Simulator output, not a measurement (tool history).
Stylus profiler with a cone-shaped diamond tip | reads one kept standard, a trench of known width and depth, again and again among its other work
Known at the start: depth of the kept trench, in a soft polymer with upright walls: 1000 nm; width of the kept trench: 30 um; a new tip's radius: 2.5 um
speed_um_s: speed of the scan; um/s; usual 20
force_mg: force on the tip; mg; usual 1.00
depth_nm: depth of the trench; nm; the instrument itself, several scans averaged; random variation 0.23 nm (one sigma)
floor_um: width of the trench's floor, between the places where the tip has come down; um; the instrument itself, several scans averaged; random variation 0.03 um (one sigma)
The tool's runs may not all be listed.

run    hour  speed_um_s  force_mg  depth_nm  floor_um
  1     0.0          20      1.00   1008.83     25.21
  2    47.4          20      0.55   1005.85     25.06
  3    81.9           5      1.00   1009.12     25.20
  4   109.7           5      1.00   1009.22     25.17
  5   152.0           5      1.00   1008.68     25.14
  6   196.6           5      1.00   1008.66     25.09
  7   240.4           5      1.36   1010.79     25.02
  8   279.2           5      0.80   1007.37     24.93
  9   304.1           5      0.80   1007.85     24.95
 10   334.5           5      0.80   1007.57     24.87
 11   360.2           5      0.80   1007.58     24.87
 12   386.5           5      0.35   1004.12     24.82
 13   422.5           5      1.81   1012.86     24.79
 14   464.2           5      1.81   1012.90     24.75
 15   506.6           5      1.81   1012.54     24.67
 16   534.5          49      1.81   1013.03     24.37
 17   555.4          20      1.46   1010.60     24.55
 18   603.1          20      0.47   1004.95     24.33
 19   632.7          13      1.00   1008.20     24.41
 20   680.1          20      1.00   1008.25     24.32
      685.0  -- height scale calibrated on a step standard
 21   726.2          20      1.00   1007.63     24.26
 22   756.3          20      1.00   1007.76     24.33
 23   783.1          20      1.00   1007.65     24.19
 24   824.4          20      0.76   1006.64     24.16
 25   873.7          25      2.35   1014.97     24.13
 26   903.3          16      2.73   1016.59     24.15
      906.2  -- height scale calibrated on a step standard, once more
 27   953.8          16      2.73   1017.90     24.08
 28   986.6          16      2.73   1018.02     24.06
 29  1021.1          16      2.73   1018.03     24.02
 30  1044.3          58      2.14   1015.11     23.76
 31  1073.4          35      0.53   1005.62     23.66
 32  1115.6          57      1.66   1012.58     23.63

The next listed run, before its measurement:
 33  1156.2          57      1.66         ?         ?

depth_nm: 1012.05 nm
floor_um: 23.63 um
Without the tool's hidden state the same run would have given depth_nm 1012.16 nm, floor_um 25.68 um.

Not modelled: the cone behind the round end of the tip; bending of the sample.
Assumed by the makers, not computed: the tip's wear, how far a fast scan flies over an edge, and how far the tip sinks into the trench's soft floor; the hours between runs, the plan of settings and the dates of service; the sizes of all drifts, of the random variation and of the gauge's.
